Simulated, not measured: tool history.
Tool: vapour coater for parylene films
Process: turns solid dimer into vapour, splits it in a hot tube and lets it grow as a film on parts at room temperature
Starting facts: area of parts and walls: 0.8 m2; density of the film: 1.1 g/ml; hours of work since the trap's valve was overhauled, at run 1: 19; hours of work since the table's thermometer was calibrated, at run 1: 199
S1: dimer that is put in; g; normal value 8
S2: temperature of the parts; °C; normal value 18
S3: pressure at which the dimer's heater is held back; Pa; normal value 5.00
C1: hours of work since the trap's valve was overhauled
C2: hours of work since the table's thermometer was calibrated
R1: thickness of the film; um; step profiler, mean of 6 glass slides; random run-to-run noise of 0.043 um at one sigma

run	hour	S1	S2	S3	C1	C2	R1
1	0.0	8	18	5.00	19	199	4.89
2	15.2	8	18	5.00	31	212	4.81
3	22.9	8	18	5.00	38	218	4.74
4	38.1	8	18	5.00	50	231	4.71
5	47.6	8	18	5.00	58	239	4.74
6	56.5	8	18	5.00	65	246	4.66
7	72.8	8	18	5.00	79	260	4.76
8	82.5	8	18	5.00	87	268	4.72
9	97.6	8	18	5.00	100	280	4.76
10	107.2	8	18	5.00	107	288	4.73
11	115.7	8	18	5.00	115	295	4.74
12	130.5	8	18	5.00	127	308	4.73
13	142.0	8	18	5.00	136	317	4.70
14	157.5	8	18	5.00	149	330	4.71
15	172.5	8	18	5.00	162	342	4.75
16	186.8	8	18	5.00	174	354	4.74
17	199.0	8	18	5.00	184	364	4.62
18	209.6	8	18	5.00	193	373	4.70
19	223.1	8	18	5.00	204	384	4.67
20	232.7	5	18	5.00	212	392	2.94
21	243.0	5	18	5.00	220	401	2.92
22	257.1	8	18	5.00	232	413	4.61
23	264.5	8	18	6.04	238	419	4.48
24	273.6	8	18	6.04	246	426	4.46
25	281.5	8	18	6.04	252	433	4.53
26	289.9	5	22	6.04	259	440	2.54
27	300.2	5	22	6.04	268	448	2.58
28	314.2	5	22	6.04	279	460	2.56
29	323.0	5	17	3.34	287	467	3.17
30	330.1	5	30	3.34	293	473	2.41
31	341.5	5	30	3.34	302	483	2.36
32	351.8	5	18	4.00	311	491	3.01
33	362.4	6	12	4.00	319	500	4.13
34	372.5	6	12	4.00	328	508	4.09
35	388.0	4	12	7.49	341	521	2.39
36	398.1	4	12	7.49	349	530	2.41
37	412.1	8	18	5.00	361	541	4.55
38	426.8	12	22	4.23	373	553	6.43
39	439.5	12	22	9.10	383	564	5.60
40	453.3	12	16	7.29	395	575	6.64
41	467.0	12	16	7.29	406	587	6.63
42	483.9	3	23	5.00	420	601	1.55
43	493.0	3	23	5.00	428	608	1.50
44	505.6	4	27	5.57	438	619	1.84
45	517.3	4	27	5.57	448	629	1.83
46	525.5	4	11	5.57	455	635	2.52

What if the next run were any one of these 3? Each begins from the tool's condition after run 46:
A	537.2	5	29	5.57	464	645	?
B	537.2	14	18	5.00	464	645	?
C	537.2	4	11	11.29	464	645	?

run	R1
A	2.21
B	7.86
C	2.26
Without the tool's unlogged condition, the same runs would have read:
run	R1
A	2.36
B	8.39
C	2.41

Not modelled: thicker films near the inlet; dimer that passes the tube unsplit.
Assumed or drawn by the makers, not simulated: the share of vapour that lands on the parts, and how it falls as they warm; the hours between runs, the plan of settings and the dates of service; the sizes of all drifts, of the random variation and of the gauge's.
